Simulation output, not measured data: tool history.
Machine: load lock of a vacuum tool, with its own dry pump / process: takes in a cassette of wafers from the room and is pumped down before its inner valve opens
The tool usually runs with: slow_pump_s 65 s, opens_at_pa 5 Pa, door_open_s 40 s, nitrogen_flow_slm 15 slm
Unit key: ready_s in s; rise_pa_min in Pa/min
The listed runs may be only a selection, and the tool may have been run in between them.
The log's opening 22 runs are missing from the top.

run	hour	slow_pump_s	opens_at_pa	door_open_s	nitrogen_flow_slm	incoming humidity of the room's air, %	ready_s	rise_pa_min
23	2734.5	65	5	35	15	43.2	122.8	0.02
24	2901.2	65	5	35	15	46.1	121.7	0.026
25	2992.9	65	5	35	15	43.9	124.3	0.023
26	3178.7	56	5	35	15	44.7	116.5	0.018
27	3265.4	37	5	208	15	41.7	103.6	0.058
28	3362.1	68	9	82	28	44.7	119.4	0.033
29	3474.5	38	5	40	15	43.8	104.4	0.023
30	3650.9	51	5	61	15	44.9	112.5	0.032
31	3752.5	67	5	40	15	48.6	126.1	0.027
32	3845.8	56	10	221	16	45	110.4	0.058
33	3925.3	56	8	113	16	43	111.9	0.041
34	4018.6	56	8	113	16	43.7	113.1	0.037
35	4179.2	56	8	113	16	46.8	112.7	0.042
36	4329.4	65	5	40	11	42.6	122.3	0.029
37	4498.8	65	5	40	11	46.6	123.8	0.031
38	4586.7	129	9	40	15	41.5	163.2	0.025

3 ways to go on from here, each from the tool as it stands after run 38. What would each give?
A	4706.7	53	5	40	7	47.2	?	?
B	4706.7	56	9	40	15	43.8	?	?
C	4706.7	65	6	40	5	40.7	?	?

run	ready_s	rise_pa_min
A	114.5	0.033
B	112.1	0.025
C	120.3	0.027
Take away the tool's hidden state, keep each run's random variation, and the runs would have read:
run	ready_s	rise_pa_min
A	114.4	0.033
B	112	0.025
C	120.3	0.027
